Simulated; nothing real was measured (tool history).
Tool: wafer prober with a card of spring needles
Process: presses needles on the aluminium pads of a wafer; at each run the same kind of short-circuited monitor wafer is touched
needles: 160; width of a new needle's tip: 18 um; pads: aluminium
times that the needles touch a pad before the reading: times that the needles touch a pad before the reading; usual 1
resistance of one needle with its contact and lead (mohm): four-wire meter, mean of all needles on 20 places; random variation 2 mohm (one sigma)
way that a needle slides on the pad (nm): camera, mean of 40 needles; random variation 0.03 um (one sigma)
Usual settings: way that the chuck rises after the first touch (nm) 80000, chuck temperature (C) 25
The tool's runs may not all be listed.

| run | hour | way that the chuck rises after the first touch (nm) | chuck temperature (C) | times that the needles touch a pad before the reading | resistance of one needle with its contact and lead (mohm) | way that a needle slides on the pad (nm) |
|---|---|---|---|---|---|---|
| 1 | 0 | 80000 | 25 | 1 | 272 | 19510 |
|  | 2.8 | tips cleaned on abrasive film |
|  | 13.5 | tips cleaned on abrasive film |
|  | 26.8 | tips cleaned on abrasive film |
|  | 37.5 | tips cleaned on abrasive film |
|  | 48.3 | tips cleaned on abrasive film |
|  | 59 | tips cleaned on abrasive film |
|  | 72.3 | tips cleaned on abrasive film |
| 2 | 80.8 | 80000 | 25 | 1 | 271 | 19380 |
|  | 83.6 | tips cleaned on abrasive film |
|  | 97 | tips cleaned on abrasive film |
|  | 110.3 | tips cleaned on abrasive film |
|  | 123.7 | tips cleaned on abrasive film |
|  | 137.1 | tips cleaned on abrasive film |
|  | 147.8 | tips cleaned on abrasive film |
|  | 148.1 | height of the first contact set anew |
| 3 | 154.5 | 80000 | 25 | 1 | 264 | 19570 |
|  | 160 | tips cleaned on abrasive film |
|  | 173.3 | tips cleaned on abrasive film |
|  | 186.7 | tips cleaned on abrasive film |
|  | 197.4 | tips cleaned on abrasive film |
|  | 208.1 | tips cleaned on abrasive film |
|  | 221.5 | tips cleaned on abrasive film |
|  | 232.2 | tips cleaned on abrasive film |
|  | 242.9 | tips cleaned on abrasive film |
|  | 256.3 | tips cleaned on abrasive film |
| 4 | 258.2 | 80000 | 113 | 1 | 262 | 19520 |
|  | 268.9 | tips cleaned on abrasive film |
|  | 282.3 | tips cleaned on abrasive film |
|  | 295.6 | tips cleaned on abrasive film |
| 5 | 305.8 | 80000 | 113 | 1 | 288 | 19500 |
|  | 308.6 | tips cleaned on abrasive film |
|  | 319.3 | tips cleaned on abrasive film |
|  | 332.6 | tips cleaned on abrasive film |
|  | 346 | tips cleaned on abrasive film |
|  | 356.7 | tips cleaned on abrasive film |
|  | 370.1 | tips cleaned on abrasive film |
|  | 380.8 | tips cleaned on abrasive film |
|  | 391.5 | tips cleaned on abrasive film |
| 6 | 398.4 | 80000 | 113 | 1 | 290 | 19360 |
|  | 403.8 | tips cleaned on abrasive film |
|  | 414.5 | tips cleaned on abrasive film |
|  | 425.3 | tips cleaned on abrasive film |
|  | 425.6 | height of the first contact set anew |
|  | 436.3 | tips cleaned on abrasive film |
|  | 447 | tips cleaned on abrasive film |
|  | 460.3 | tips cleaned on abrasive film |
|  | 471.1 | tips cleaned on abrasive film |
|  | 481.8 | tips cleaned on abrasive film |
|  | 495.1 | tips cleaned on abrasive film |
| 7 | 499.8 | 80000 | 113 | 1 | 281 | 19520 |
|  | 507.8 | tips cleaned on abrasive film |
|  | 521.2 | tips cleaned on abrasive film |
|  | 534.6 | tips cleaned on abrasive film |
|  | 545.3 | tips cleaned on abrasive film |
|  | 556 | tips cleaned on abrasive film |
| 8 | 556.4 | 80000 | 113 | 1 | 253 | 19480 |
|  | 567.1 | tips cleaned on abrasive film |
|  | 577.8 | tips cleaned on abrasive film |
|  | 591.2 | tips cleaned on abrasive film |
| 9 | 599.7 | 80000 | 113 | 1 | 290 | 19460 |
|  | 602.5 | tips cleaned on abrasive film |
|  | 615.9 | tips cleaned on abrasive film |
|  | 629.2 | tips cleaned on abrasive film |
|  | 639.9 | tips cleaned on abrasive film |
|  | 653.3 | tips cleaned on abrasive film |
| 10 | 663.8 | 80000 | 25 | 1 | 285 | 19400 |
|  | 666.5 | tips cleaned on abrasive film |
|  | 679.9 | tips cleaned on abrasive film |
|  | 693.3 | tips cleaned on abrasive film |
|  | 701.5 | height of the first contact set anew |
|  | 704.3 | tips cleaned on abrasive film |
|  | 717.7 | tips cleaned on abrasive film |
| 11 | 720 | 80000 | 25 | 1 | 250 | 19610 |
|  | 730.7 | tips cleaned on abrasive film |
|  | 741.4 | tips cleaned on abrasive film |
|  | 752.1 | tips cleaned on abrasive film |
|  | 765.5 | tips cleaned on abrasive film |
|  | 778.9 | tips cleaned on abrasive film |
|  | 789.6 | tips cleaned on abrasive film |
|  | 802.9 | tips cleaned on abrasive film |
| 12 | 807.1 | 80000 | 25 | 1 | 261 | 19530 |
|  | 815.2 | tips cleaned on abrasive film |
|  | 828.5 | tips cleaned on abrasive film |
|  | 839.2 | tips cleaned on abrasive film |
|  | 852.6 | tips cleaned on abrasive film |
|  | 863.3 | tips cleaned on abrasive film |
| 13 | 865.6 | 80000 | 25 | 3 | 234 | 19400 |
|  | 876.3 | tips cleaned on abrasive film |
|  | 889.7 | tips cleaned on abrasive film |
|  | 900.4 | tips cleaned on abrasive film |
|  | 913.7 | tips cleaned on abrasive film |
|  | 927.1 | tips cleaned on abrasive film |
| 14 | 930 | 80000 | 72 | 2 | 256 | 19360 |

The next listed run, before its measurement:
|  | 938.1 | tips cleaned on abrasive film |
|  | 951.5 | tips cleaned on abrasive film |
|  | 962.2 | tips cleaned on abrasive film |
|  | 975.6 | tips cleaned on abrasive film |
|  | 978.5 | height of the first contact set anew |
|  | 986.6 | tips cleaned on abrasive film |
| 15 | 986.6 | 80000 | 48 | 1 | ? | ? |

{"run 15": {"resistance of one needle with its contact and lead (mohm)": 235, "way that a needle slides on the pad (nm)": 19620}}
Without the tool's hidden state the same run would have given resistance of one needle with its contact and lead (mohm) 229, way that a needle slides on the pad (nm) 19640.

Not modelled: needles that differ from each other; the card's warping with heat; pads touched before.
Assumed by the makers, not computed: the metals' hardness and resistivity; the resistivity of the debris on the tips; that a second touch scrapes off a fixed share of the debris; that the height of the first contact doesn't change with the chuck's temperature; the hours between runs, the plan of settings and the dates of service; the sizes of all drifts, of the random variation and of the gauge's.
